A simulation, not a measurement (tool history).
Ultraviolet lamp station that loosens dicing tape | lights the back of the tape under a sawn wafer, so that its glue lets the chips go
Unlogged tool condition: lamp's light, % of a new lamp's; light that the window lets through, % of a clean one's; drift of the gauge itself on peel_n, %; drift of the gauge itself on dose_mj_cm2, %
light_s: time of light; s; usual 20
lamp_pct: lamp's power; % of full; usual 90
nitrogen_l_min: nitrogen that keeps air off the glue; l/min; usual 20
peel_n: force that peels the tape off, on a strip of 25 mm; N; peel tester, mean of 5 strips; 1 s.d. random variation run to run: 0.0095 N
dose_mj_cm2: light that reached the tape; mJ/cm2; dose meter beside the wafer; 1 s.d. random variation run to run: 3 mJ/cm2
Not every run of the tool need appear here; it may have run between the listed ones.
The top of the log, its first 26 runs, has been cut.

run   hour  light_s  lamp_pct  nitrogen_l_min  hours of work of the lamp  hours of work since the window was cleaned  peel_n  dose_mj_cm2
 27  312.4       20        71               9                        764                                          15   1.435          290
 28  324.3       20        90               9                        773                                          24   0.953          369
 29  339.7       20        75              27                        784                                          36     0.7          305
 30  357.2       11        78              20                        798                                          49   1.785          176
 31  374.6       17        78              28                        811                                          62   0.843          266
 32  385.9       10        83              22                        819                                          70   1.814          166
 33  395.7       10        83              22                        826                                          77   1.862          165
 34    407       22        86              18                        835                                          86   0.602          372
 35  418.6       25        66              20                        843                                          95   0.727          326
 36  430.7       25        66              20                        852                                         104   0.722          323
 37  447.6       28        78              13                        865                                         116   0.589          425
 38  456.8       22        61              13                        872                                         123   1.329          260
 39  474.6       22        61              13                        885                                         136   1.359          256

Estimate the outcome of run 40 from the log above:
 40  487.6       29        90              20                        895                                         146       ?            ?

{"run 40": {"peel_n": 0.329, "dose_mj_cm2": 497}}
Without the tool's hidden state the same run would have given peel_n 0.222 N, dose_mj_cm2 647 mJ/cm2.
